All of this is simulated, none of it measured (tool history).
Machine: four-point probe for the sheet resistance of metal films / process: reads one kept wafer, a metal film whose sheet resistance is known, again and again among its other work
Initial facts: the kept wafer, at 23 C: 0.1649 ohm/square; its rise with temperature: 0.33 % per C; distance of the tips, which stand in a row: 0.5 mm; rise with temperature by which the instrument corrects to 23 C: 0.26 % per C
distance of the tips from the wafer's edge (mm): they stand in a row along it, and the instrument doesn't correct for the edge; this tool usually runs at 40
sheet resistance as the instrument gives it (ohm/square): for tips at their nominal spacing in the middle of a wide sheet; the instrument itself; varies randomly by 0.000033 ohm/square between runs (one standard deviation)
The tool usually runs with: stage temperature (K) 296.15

run    hour  stage temperature (K)  distance of the tips from the wafer's edge (mm)  sheet resistance as the instrument gives it (ohm/square)
  1       0                 296.15                                               40                                                  0.164878
  2    50.7                 296.15                                               29                                                  0.164919
  3   113.3                 296.15                                               29                                                  0.164977
  4     153                 306.15                                               40                                                  0.165943
  5   203.2                 296.15                                               26                                                  0.164928
  6   256.2                 296.15                                               40                                                  0.164912
  7   293.5                 296.15                                               40                                                  0.164956
  8   329.1                 296.15                                               40                                                  0.164899
  9   407.2                 296.15                                               40                                                  0.164937
 10   474.4                 296.15                                               40                                                  0.164905
 11   521.7                 296.15                                               40                                                  0.164965
 12   561.7                 293.15                                               40                                                  0.164569
 13   629.2                 293.15                                               40                                                  0.164567
 14   697.7                 296.15                                               15                                                  0.165031
 15   781.2                 298.15                                               39                                                  0.165201
 16   837.2                 302.15                                               24                                                  0.165576
 17   890.6                 298.15                                               24                                                  0.165197
 18   934.8                 301.15                                                5                                                  0.166289
 19   991.7                 301.15                                                5                                                  0.166314
 20  1033.5                 291.15                                               40                                                  0.164461
 21    1073                 291.15                                               40                                                   0.16443
 22  1143.4                 294.15                                                8                                                  0.165082
 23  1208.4                 294.15                                                8                                                  0.165051

Predict each of these 5 candidate next runs independently; none follows another, all start after run 23:
  A  1286                 297.15                                               27                                                         ?
  B  1286                 297.15                                                8                                                         ?
  C  1286                 293.15                                               35                                                         ?
  D  1286                 296.15                                                6                                                         ?
  E  1286                 298.15                                                4                                                         ?

run  sheet resistance as the instrument gives it (ohm/square)
  A                                                  0.165055
  B                                                  0.165408
  C                                                   0.16464
  D                                                  0.165568
  E                                                  0.166508
The same runs, with their run-to-run variation unchanged, on a tool lacking any hidden condition would have given:
run  sheet resistance as the instrument gives it (ohm/square)
  A                                                   0.16504
  B                                                  0.165393
  C                                                  0.164625
  D                                                  0.165553
  E                                                  0.166493
